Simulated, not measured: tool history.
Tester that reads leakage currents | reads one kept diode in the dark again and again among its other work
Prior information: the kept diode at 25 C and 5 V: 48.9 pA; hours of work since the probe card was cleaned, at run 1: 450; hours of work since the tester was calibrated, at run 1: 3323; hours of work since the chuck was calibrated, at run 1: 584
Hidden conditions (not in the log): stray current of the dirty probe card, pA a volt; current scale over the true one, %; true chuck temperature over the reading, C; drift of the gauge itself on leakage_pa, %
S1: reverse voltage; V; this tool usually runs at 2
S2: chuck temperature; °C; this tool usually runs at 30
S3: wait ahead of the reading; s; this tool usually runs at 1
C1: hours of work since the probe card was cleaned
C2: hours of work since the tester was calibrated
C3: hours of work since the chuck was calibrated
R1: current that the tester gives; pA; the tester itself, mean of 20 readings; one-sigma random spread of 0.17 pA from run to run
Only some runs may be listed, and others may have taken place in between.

{"run": 1, "hour": 0.0, "S1": 2, "S2": 30, "S3": 1, "C1": 450, "C2": 3323, "C3": 584, "R1": 54.09}
{"run": 2, "hour": 142.0, "S1": 2, "S2": 30, "S3": 1, "C1": 557, "C2": 3430, "C3": 691, "R1": 54.36}
{"run": 3, "hour": 252.3, "S1": 2, "S2": 30, "S3": 1, "C1": 640, "C2": 3513, "C3": 774, "R1": 54.09}
{"run": 4, "hour": 339.7, "S1": 2, "S2": 30, "S3": 1, "C1": 706, "C2": 3579, "C3": 839, "R1": 54.54}
{"run": 5, "hour": 485.5, "S1": 2, "S2": 30, "S3": 1, "C1": 815, "C2": 3688, "C3": 949, "R1": 54.95}
{"run": 6, "hour": 641.0, "S1": 2, "S2": 30, "S3": 1, "C1": 932, "C2": 3805, "C3": 1066, "R1": 55.15}
{"run": 7, "hour": 733.1, "S1": 2.56, "S2": 30, "S3": 1, "C1": 1001, "C2": 3874, "C3": 1135, "R1": 61.13}
{"run": 8, "hour": 863.6, "S1": 2.56, "S2": 30, "S3": 1, "C1": 1099, "C2": 3972, "C3": 1233, "R1": 61.33}
{"run": 9, "hour": 996.2, "S1": 1.24, "S2": 58, "S3": 1, "C1": 1199, "C2": 4072, "C3": 1333, "R1": 338.72}
{"hour": 1005.2, "done": "chuck's temperature calibrated"}
{"run": 10, "hour": 1078.0, "S1": 18.56, "S2": 27, "S3": 1, "C1": 1259, "C2": 4132, "C3": 55, "R1": 118.96}
{"run": 11, "hour": 1218.5, "S1": 3.96, "S2": 35, "S3": 6.85, "C1": 1365, "C2": 4238, "C3": 160, "R1": 107.68}
{"run": 12, "hour": 1362.7, "S1": 3.96, "S2": 51, "S3": 6.85, "C1": 1473, "C2": 4346, "C3": 269, "R1": 336.83}
{"hour": 1470.6, "done": "tester calibrated"}
{"run": 13, "hour": 1506.6, "S1": 1.72, "S2": 23, "S3": 0.65, "C1": 1580, "C2": 27, "C3": 375, "R1": 33.64}

5 options for the next run, each taken on its own from the tool as it stands now. Forecast them:
{"run": "A", "hour": 1570.8, "S1": 1.62, "S2": 50, "S3": 9.53, "C1": 1628, "C2": 75, "C3": 424, "R1": "?"}
{"run": "B", "hour": 1570.8, "S1": 8.65, "S2": 30, "S3": 0.64, "C1": 1628, "C2": 75, "C3": 424, "R1": "?"}
{"run": "C", "hour": 1570.8, "S1": 1.72, "S2": 23, "S3": 1.58, "C1": 1628, "C2": 75, "C3": 424, "R1": "?"}
{"run": "D", "hour": 1570.8, "S1": 13.29, "S2": 23, "S3": 0.65, "C1": 1628, "C2": 75, "C3": 424, "R1": "?"}
{"run": "E", "hour": 1570.8, "S1": 1.72, "S2": 24, "S3": 0.65, "C1": 1628, "C2": 75, "C3": 424, "R1": "?"}

run=A R1=231.5
run=B R1=111.08
run=C R1=33.29
run=D R1=86.36
run=E R1=36.44
Without the tool's unlogged condition, the same runs would have read:
run=A R1=212.59
run=B R1=93.7
run=C R1=28.72
run=D R1=66.48
run=E R1=31.66
